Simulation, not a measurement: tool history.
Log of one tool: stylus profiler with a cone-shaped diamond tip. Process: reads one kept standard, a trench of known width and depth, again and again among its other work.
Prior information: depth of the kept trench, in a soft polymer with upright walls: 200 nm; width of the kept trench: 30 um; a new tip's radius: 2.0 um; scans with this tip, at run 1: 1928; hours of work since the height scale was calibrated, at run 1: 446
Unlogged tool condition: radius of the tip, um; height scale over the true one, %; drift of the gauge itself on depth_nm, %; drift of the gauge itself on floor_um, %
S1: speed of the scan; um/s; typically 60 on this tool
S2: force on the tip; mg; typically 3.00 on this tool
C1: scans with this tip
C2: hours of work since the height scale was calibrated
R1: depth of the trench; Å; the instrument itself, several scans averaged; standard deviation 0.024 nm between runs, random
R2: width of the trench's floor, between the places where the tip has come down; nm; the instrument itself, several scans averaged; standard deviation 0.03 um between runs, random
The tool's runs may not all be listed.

Run 1, hour 0.0: usual settings; C1 1928; C2 446. Result: R1 2037.5 Å, R2 27830 nm.
Run 2, hour 33.7: usual settings; C1 1994; C2 462. Result: R1 2037.9 Å, R2 27770 nm.
Run 3, hour 81.9: usual settings; C1 2089; C2 484. Result: R1 2037.7 Å, R2 27790 nm.
Run 4, hour 103.0: usual settings; C1 2131; C2 493. Result: R1 2037.9 Å, R2 27820 nm.
Run 5, hour 148.6: usual settings; C1 2221; C2 514. Result: R1 2037.3 Å, R2 27760 nm.
Run 6, hour 185.4: usual settings; C1 2294; C2 531. Result: R1 2037.6 Å, R2 27740 nm.
Run 7, hour 222.7: usual settings but S2 1.34 mg; C1 2367; C2 548. Result: R1 2021.0 Å, R2 27580 nm.
Run 8, hour 245.5: usual settings but S1 16 um/s, S2 5.76 mg; C1 2412; C2 558. Result: R1 2058.3 Å, R2 28000 nm.
Run 9, hour 282.7: usual settings but S1 58 um/s, S2 1.99 mg; C1 2486; C2 575. Result: R1 2028.2 Å, R2 27640 nm.
Run 10, hour 321.1: usual settings but S1 52 um/s, S2 1.28 mg; C1 2562; C2 593. Result: R1 2020.3 Å, R2 27570 nm.
Run 11, hour 367.8: usual settings but S1 52 um/s, S2 1.28 mg; C1 2654; C2 614. Result: R1 2020.7 Å, R2 27660 nm.
Run 12, hour 393.8: usual settings but S1 39 um/s, S2 4.77 mg; C1 2705; C2 626. Result: R1 2051.2 Å, R2 27950 nm.
Run 13, hour 433.3: usual settings but S1 39 um/s, S2 4.77 mg; C1 2783; C2 644. Result: R1 2051.1 Å, R2 27920 nm.
Run 14, hour 473.8: usual settings but S1 98 um/s, S2 5.77 mg; C1 2863; C2 663. Result: R1 2058.4 Å, R2 27650 nm.

4 ways to go on from here, each from the tool as it stands after run 14. What would each give?
Run A, hour 522.1: usual settings but S1 31 um/s, S2 1.16 mg; C1 2959; C2 685. Result: R1 ?, R2 ?.
Run B, hour 522.1: usual settings but S1 35 um/s, S2 3.75 mg; C1 2959; C2 685. Result: R1 ?, R2 ?.
Run C, hour 522.1: usual settings but S1 58 um/s, S2 1.28 mg; C1 2959; C2 685. Result: R1 ?, R2 ?.
Run D, hour 522.1: usual settings but S2 2.34 mg; C1 2959; C2 685. Result: R1 ?, R2 ?.

run      R1     R2
  A  2019.0  27790
  B  2043.0  27910
  C  2020.4  27560
  D  2031.0  27650
Take away the tool's hidden state, keep each run's random variation, and the runs would have read:
run      R1     R2
  A  2020.0  27980
  B  2044.0  28110
  C  2021.4  27760
  D  2032.1  27840
